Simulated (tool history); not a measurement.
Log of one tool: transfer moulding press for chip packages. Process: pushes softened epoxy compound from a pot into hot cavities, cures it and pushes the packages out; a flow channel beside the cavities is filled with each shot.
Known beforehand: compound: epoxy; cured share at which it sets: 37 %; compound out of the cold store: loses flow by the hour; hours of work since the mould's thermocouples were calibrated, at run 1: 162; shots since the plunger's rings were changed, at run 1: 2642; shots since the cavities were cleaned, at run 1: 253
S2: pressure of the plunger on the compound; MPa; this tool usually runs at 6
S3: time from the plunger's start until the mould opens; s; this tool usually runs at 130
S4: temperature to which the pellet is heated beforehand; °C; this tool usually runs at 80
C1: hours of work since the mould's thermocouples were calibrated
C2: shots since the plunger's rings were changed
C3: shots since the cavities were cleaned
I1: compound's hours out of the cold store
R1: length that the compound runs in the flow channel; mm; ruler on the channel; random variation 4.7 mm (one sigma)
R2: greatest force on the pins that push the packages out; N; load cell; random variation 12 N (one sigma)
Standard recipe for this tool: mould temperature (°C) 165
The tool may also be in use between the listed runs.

run 1 hour=0 | mould_temperature_(°C)=165 S2=6 S3=130 S4=80 | C1=162 C2=2642 C3=253 | I1=21.4 | R1=895 R2=767
run 2 hour=8.1 | mould_temperature_(°C)=165 S2=6 S3=130 S4=80 | C1=165 C2=2690 C3=301 | I1=8.8 | R1=944 R2=835
run 3 hour=21.5 | mould_temperature_(°C)=165 S2=6 S3=135 S4=80 | C1=171 C2=2767 C3=378 | I1=27.4 | R1=859 R2=758
run 4 hour=32.5 | mould_temperature_(°C)=165 S2=6 S3=135 S4=80 | C1=175 C2=2831 C3=442 | I1=23.7 | R1=877 R2=809
run 5 hour=41.8 | mould_temperature_(°C)=165 S2=6 S3=130 S4=80 | C1=179 C2=2885 C3=496 | I1=13.2 | R1=921 R2=920
run 6 hour=55.9 | mould_temperature_(°C)=165 S2=6 S3=130 S4=80 | C1=185 C2=2967 C3=578 | I1=46.6 | R1=799 R2=867
run 7 hour=69.9 | mould_temperature_(°C)=165 S2=6 S3=130 S4=80 | C1=191 C2=3048 C3=659 | I1=29.3 | R1=857 R2=869
-- hour=83.8 cavities cleaned with cleaning compound and waxed
run 8 hour=86.9 | mould_temperature_(°C)=165 S2=6 S3=130 S4=80 | C1=197 C2=3138 C3=18 | I1=25.1 | R1=866 R2=579
run 9 hour=93.7 | mould_temperature_(°C)=165 S2=5.69 S3=130 S4=80 | C1=200 C2=3178 C3=58 | I1=13.8 | R1=889 R2=600
-- hour=96.7 mould's thermocouples calibrated
run 10 hour=109 | mould_temperature_(°C)=165 S2=6 S3=130 S4=80 | C1=5 C2=3255 C3=135 | I1=33.1 | R1=838 R2=657
run 11 hour=125.1 | mould_temperature_(°C)=165 S2=6 S3=130 S4=80 | C1=12 C2=3348 C3=228 | I1=28.9 | R1=852 R2=730
run 12 hour=136 | mould_temperature_(°C)=165 S2=6 S3=130 S4=80 | C1=16 C2=3412 C3=292 | I1=40.3 | R1=810 R2=732
-- hour=140.6 mould's thermocouples calibrated, once more
run 13 hour=146.3 | mould_temperature_(°C)=165 S2=6 S3=130 S4=80 | C1=2 C2=3460 C3=340 | I1=37 | R1=823 R2=815
run 14 hour=153.1 | mould_temperature_(°C)=165 S2=6 S3=130 S4=80 | C1=5 C2=3499 C3=379 | I1=26.3 | R1=868 R2=831
run 15 hour=166 | mould_temperature_(°C)=165 S2=6 S3=130 S4=80 | C1=11 C2=3574 C3=454 | I1=45.1 | R1=801 R2=827
run 16 hour=176.7 | mould_temperature_(°C)=165 S2=6 S3=130 S4=80 | C1=15 C2=3636 C3=516 | I1=18 | R1=893 R2=915
run 17 hour=189.5 | mould_temperature_(°C)=170 S2=6 S3=150 S4=80 | C1=20 C2=3711 C3=591 | I1=17.3 | R1=874 R2=653
run 18 hour=199.5 | mould_temperature_(°C)=170 S2=6 S3=121 S4=85 | C1=24 C2=3769 C3=649 | I1=31.8 | R1=830 R2=797

Expected results for the next run?
-- hour=214.8 cavities cleaned with cleaning compound and waxed
run 19 hour=217.2 | mould_temperature_(°C)=170 S2=6.55 S3=121 S4=89 | C1=31 C2=3863 C3=14 | I1=37.1 | R1=? R2=?

R1: 839 mm
R2: 485 N
Without the tool's hidden state the same run would have given R1 896 mm, R2 470 N.
